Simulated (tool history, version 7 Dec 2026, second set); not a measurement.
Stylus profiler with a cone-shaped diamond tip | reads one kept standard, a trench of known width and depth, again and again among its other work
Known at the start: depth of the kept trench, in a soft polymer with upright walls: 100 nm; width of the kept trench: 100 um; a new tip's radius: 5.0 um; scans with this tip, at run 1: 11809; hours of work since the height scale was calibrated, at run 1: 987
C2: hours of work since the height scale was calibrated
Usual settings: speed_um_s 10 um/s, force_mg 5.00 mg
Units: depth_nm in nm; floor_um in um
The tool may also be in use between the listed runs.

{"run": 1, "day": 0.0, "speed_um_s": 10, "force_mg": 5.0, "scans with this tip": 11809, "C2": 987, "depth_nm": 102.57, "floor_um": 97.51}
{"run": 2, "day": 1.546, "speed_um_s": 10, "force_mg": 5.0, "scans with this tip": 12148, "C2": 1016, "depth_nm": 102.53, "floor_um": 97.5}
{"run": 3, "day": 3.183, "speed_um_s": 10, "force_mg": 4.98, "scans with this tip": 12508, "C2": 1046, "depth_nm": 102.54, "floor_um": 97.48}
{"run": 4, "day": 5.312, "speed_um_s": 10, "force_mg": 4.98, "scans with this tip": 12975, "C2": 1085, "depth_nm": 102.57, "floor_um": 97.51}
{"run": 5, "day": 6.746, "speed_um_s": 10, "force_mg": 4.98, "scans with this tip": 13290, "C2": 1111, "depth_nm": 102.53, "floor_um": 97.51}
{"run": 6, "day": 7.829, "speed_um_s": 10, "force_mg": 12.95, "scans with this tip": 13528, "C2": 1131, "depth_nm": 104.53, "floor_um": 97.48}
{"run": 7, "day": 9.433, "speed_um_s": 10, "force_mg": 5.0, "scans with this tip": 13880, "C2": 1161, "depth_nm": 102.47, "floor_um": 97.54}
{"run": 8, "day": 10.688, "speed_um_s": 10, "force_mg": 5.0, "scans with this tip": 14156, "C2": 1184, "depth_nm": 102.57, "floor_um": 97.47}
{"run": 9, "day": 11.658, "speed_um_s": 10, "force_mg": 5.0, "scans with this tip": 14368, "C2": 1201, "depth_nm": 102.52, "floor_um": 97.46}
{"run": 10, "day": 13.783, "speed_um_s": 10, "force_mg": 11.85, "scans with this tip": 14835, "C2": 1240, "depth_nm": 104.3, "floor_um": 97.48}
{"day": 15.196, "done": "height scale calibrated on a step standard"}
{"run": 11, "day": 15.833, "speed_um_s": 10, "force_mg": 11.85, "scans with this tip": 15280, "C2": 12, "depth_nm": 103.98, "floor_um": 97.48}
{"run": 12, "day": 16.754, "speed_um_s": 10, "force_mg": 12.51, "scans with this tip": 15482, "C2": 29, "depth_nm": 104.19, "floor_um": 97.38}
{"run": 13, "day": 17.779, "speed_um_s": 10, "force_mg": 12.51, "scans with this tip": 15707, "C2": 47, "depth_nm": 104.09, "floor_um": 97.38}
{"run": 14, "day": 19.217, "speed_um_s": 10, "force_mg": 12.51, "scans with this tip": 16023, "C2": 74, "depth_nm": 104.13, "floor_um": 97.43}
{"run": 15, "day": 20.188, "speed_um_s": 10, "force_mg": 5.0, "scans with this tip": 16236, "C2": 92, "depth_nm": 102.2, "floor_um": 97.39}
{"run": 16, "day": 21.167, "speed_um_s": 32, "force_mg": 3.24, "scans with this tip": 16451, "C2": 110, "depth_nm": 101.74, "floor_um": 97.28}
{"run": 17, "day": 22.396, "speed_um_s": 7, "force_mg": 2.4, "scans with this tip": 16721, "C2": 132, "depth_nm": 101.39, "floor_um": 97.38}
{"run": 18, "day": 24.225, "speed_um_s": 7, "force_mg": 2.4, "scans with this tip": 17123, "C2": 166, "depth_nm": 101.39, "floor_um": 97.43}
{"run": 19, "day": 25.496, "speed_um_s": 7, "force_mg": 2.4, "scans with this tip": 17401, "C2": 189, "depth_nm": 101.35, "floor_um": 97.33}
{"run": 20, "day": 27.204, "speed_um_s": 2, "force_mg": 1.69, "scans with this tip": 17776, "C2": 220, "depth_nm": 101.24, "floor_um": 97.39}
{"run": 21, "day": 29.129, "speed_um_s": 9, "force_mg": 2.88, "scans with this tip": 18198, "C2": 256, "depth_nm": 101.66, "floor_um": 97.32}
{"run": 22, "day": 30.65, "speed_um_s": 3, "force_mg": 1.79, "scans with this tip": 18533, "C2": 284, "depth_nm": 101.26, "floor_um": 97.38}
{"run": 23, "day": 32.208, "speed_um_s": 12, "force_mg": 6.04, "scans with this tip": 18875, "C2": 312, "depth_nm": 102.65, "floor_um": 97.34}
{"run": 24, "day": 33.942, "speed_um_s": 3, "force_mg": 10.0, "scans with this tip": 19255, "C2": 344, "depth_nm": 103.65, "floor_um": 97.37}
{"run": 25, "day": 35.842, "speed_um_s": 3, "force_mg": 8.4, "scans with this tip": 19672, "C2": 379, "depth_nm": 103.33, "floor_um": 97.35}
{"run": 26, "day": 37.083, "speed_um_s": 3, "force_mg": 8.4, "scans with this tip": 19945, "C2": 402, "depth_nm": 103.26, "floor_um": 97.32}
{"run": 27, "day": 38.229, "speed_um_s": 10, "force_mg": 10.27, "scans with this tip": 20196, "C2": 423, "depth_nm": 103.73, "floor_um": 97.28}
{"run": 28, "day": 39.733, "speed_um_s": 10, "force_mg": 10.27, "scans with this tip": 20526, "C2": 450, "depth_nm": 103.75, "floor_um": 97.3}
{"run": 29, "day": 41.029, "speed_um_s": 35, "force_mg": 4.73, "scans with this tip": 20811, "C2": 474, "depth_nm": 102.24, "floor_um": 97.17}
{"run": 30, "day": 42.354, "speed_um_s": 8, "force_mg": 2.03, "scans with this tip": 21102, "C2": 498, "depth_nm": 101.35, "floor_um": 97.21}

Some steps in depth_nm between neighbouring runs. How much of each would the tool show without its hidden state too (settings, what came in, random variation), and how much is left for the hidden state, with any gauge scatter that isn't in both results?
The hidden state here: radius of the tip, um; height scale over the true one, %; drift of the gauge itself on depth_nm, %; drift of the gauge itself on floor_um, %.
Run 2 -> 3: force_mg 5.00 -> 4.98. depth_nm +0.01 nm: hidden state +0.02, all else -0.01.
Run 5 -> 6: force_mg 4.98 -> 12.95. depth_nm +2.00 nm: hidden state +0.01, all else +1.99.
Run 6 -> 7: force_mg 12.95 -> 5.00. depth_nm -2.06 nm: hidden state +0.00, all else -2.06.
Run 9 -> 10: force_mg 5.00 -> 11.85. depth_nm +1.78 nm: hidden state +0.02, all else +1.76.
Run 10 -> 11: height scale calibrated on a step standard. depth_nm -0.32 nm: hidden state -0.35, all else +0.03.
Run 14 -> 15: force_mg 12.51 -> 5.00. depth_nm -1.93 nm: hidden state +0.01, all else -1.94.

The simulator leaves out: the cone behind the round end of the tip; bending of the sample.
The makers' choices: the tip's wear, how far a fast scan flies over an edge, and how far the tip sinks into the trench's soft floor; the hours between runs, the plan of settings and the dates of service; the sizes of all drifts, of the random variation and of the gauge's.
